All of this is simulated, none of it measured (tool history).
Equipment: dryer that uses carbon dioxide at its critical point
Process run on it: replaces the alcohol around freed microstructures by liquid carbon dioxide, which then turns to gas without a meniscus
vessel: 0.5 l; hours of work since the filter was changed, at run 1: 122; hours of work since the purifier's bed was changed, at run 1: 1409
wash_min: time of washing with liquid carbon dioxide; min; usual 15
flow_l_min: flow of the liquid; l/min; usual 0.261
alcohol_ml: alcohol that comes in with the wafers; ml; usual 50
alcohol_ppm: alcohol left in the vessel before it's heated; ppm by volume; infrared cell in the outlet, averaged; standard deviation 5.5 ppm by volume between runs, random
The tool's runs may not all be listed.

run,hour,wash_min,flow_l_min,alcohol_ml,hours of work since the filter was changed,hours of work since the purifier's bed was changed,alcohol_ppm
1,0,15,0.261,50,122,1409,232
2,42.8,15,0.261,50,154,1440,236
# hour 77.6: purifier's bed changed
3,97.4,11,0.261,50,192,15,981
4,129.6,11,0.261,50,216,39,1005
5,187.1,11,0.261,50,259,81,1070
6,223.4,11,0.261,50,285,108,1094
7,289.2,11,0.261,50,334,157,1115
8,320.7,15,0.261,50,358,180,232
9,380.6,15,0.261,50,402,225,240
10,430.3,15,0.261,50,439,262,251
11,465,15,0.261,50,465,287,263
12,518.2,15,0.306,50,504,327,116
# hour 537.3: inlet filter changed
13,572.9,9,0.261,50,26,367,2085
14,616.6,9,0.261,50,59,399,2158
15,670.6,15,0.261,51,99,439,195
16,712.3,15,0.261,51,130,470,213
17,756.6,15,0.261,51,163,503,210
18,807.9,15,0.261,37,201,541,163
19,844,13,0.296,54,227,568,267
20,873.2,17,0.411,20,249,589,31
21,935.1,15,0.261,117,295,635,505
22,994.9,9,0.401,70,339,679,557
23,1023.7,9,0.401,70,361,701,563
24,1055.1,11,0.401,57,384,724,175
25,1092,11,0.401,57,411,751,166
26,1153.8,14,0.262,50,457,797,382
27,1200.2,21,0.262,27,492,832,48
# hour 1237.9: inlet filter changed
28,1238.2,21,0.262,27,0,859,48
29,1296.7,15,0.422,88,44,902,44
30,1352.7,18,0.361,82,85,944,36
31,1396,15,0.261,107,117,976,426
32,1455.2,15,0.261,107,161,1020,442
33,1500.6,24,0.192,21,195,1054,75
34,1567.1,19,0.261,50,244,1103,80
35,1624.2,22,0.186,47,286,1145,191

Predict each of these 4 candidate next runs independently; none follows another, all start after run 35:
A,1684.7,19,0.186,58,331,1190,?
B,1684.7,22,0.159,88,331,1190,?
C,1684.7,17,0.186,117,331,1190,?
D,1684.7,15,0.33,77,331,1190,?

run,alcohol_ppm
A,474
B,723
C,1545
D,120
What these runs would have given with no unlogged condition in the tool:
run,alcohol_ppm
A,315
B,499
C,1147
D,49

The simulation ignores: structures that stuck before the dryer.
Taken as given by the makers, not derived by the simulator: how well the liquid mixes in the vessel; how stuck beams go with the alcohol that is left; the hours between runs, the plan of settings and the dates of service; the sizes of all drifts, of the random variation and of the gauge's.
